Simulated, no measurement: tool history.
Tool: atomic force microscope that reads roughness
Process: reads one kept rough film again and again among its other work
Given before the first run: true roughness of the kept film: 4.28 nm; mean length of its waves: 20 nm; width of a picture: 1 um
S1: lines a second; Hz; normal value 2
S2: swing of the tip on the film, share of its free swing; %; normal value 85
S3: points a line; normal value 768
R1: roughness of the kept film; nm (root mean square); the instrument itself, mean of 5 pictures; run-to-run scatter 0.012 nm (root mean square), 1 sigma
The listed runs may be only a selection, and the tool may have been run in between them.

| run | hour | S1 | S2 | S3 | R1 |
|---|---|---|---|---|---|
| 1 | 0 | 2 | 85 | 768 | 2.378 |
|  | 20.9 | new tip fitted |
| 2 | 44 | 0.66 | 85 | 768 | 3.201 |
| 3 | 90.3 | 0.66 | 85 | 841 | 3.057 |
| 4 | 130.3 | 0.66 | 85 | 841 | 2.922 |
| 5 | 152.9 | 2 | 85 | 768 | 2.547 |
| 6 | 179.9 | 2 | 85 | 768 | 2.457 |
| 7 | 209.2 | 2 | 85 | 768 | 2.39 |
|  | 241.4 | new tip fitted |
| 8 | 252.9 | 2 | 85 | 768 | 2.838 |
| 9 | 284.9 | 2 | 85 | 768 | 2.728 |
| 10 | 330.7 | 2 | 85 | 768 | 2.613 |
| 11 | 362.1 | 2 | 85 | 768 | 2.518 |
| 12 | 406.4 | 2 | 85 | 768 | 2.442 |
| 13 | 439 | 2 | 85 | 768 | 2.378 |
|  | 461.3 | new tip fitted |
| 14 | 465.2 | 2 | 85 | 768 | 2.851 |
| 15 | 505.4 | 2 | 85 | 768 | 2.742 |
| 16 | 528.9 | 2 | 85 | 768 | 2.678 |
| 17 | 561.5 | 2 | 85 | 768 | 2.587 |
| 18 | 595.5 | 2 | 85 | 768 | 2.487 |
| 19 | 636.4 | 3.27 | 62 | 280 | 2.573 |
| 20 | 668.3 | 1.01 | 85 | 389 | 2.523 |
|  | 681.1 | new tip fitted |
| 21 | 714 | 2.27 | 65 | 499 | 3.101 |
| 22 | 750.8 | 0.82 | 80 | 342 | 2.987 |
| 23 | 772.2 | 2.46 | 63 | 339 | 2.888 |
| 24 | 812.1 | 2 | 85 | 672 | 2.534 |
| 25 | 844.4 | 1.38 | 64 | 479 | 2.8 |
| 26 | 887.6 | 2 | 85 | 768 | 2.351 |
|  | 901.9 | new tip fitted |
| 27 | 914.9 | 0.57 | 80 | 573 | 3.244 |
| 28 | 941.6 | 2.08 | 80 | 790 | 2.861 |
| 29 | 973 | 2 | 86 | 768 | 2.649 |
| 30 | 1014 | 2.54 | 85 | 768 | 2.462 |
| 31 | 1040.7 | 2.54 | 72 | 394 | 2.644 |

The next listed run, before its measurement:
| 32 | 1081.6 | 2.54 | 72 | 394 | ? |

{"run 32": {"R1": 2.521}}
The same run, on a tool lacking any hidden state, would have yielded R1 3.054 nm (root mean square).
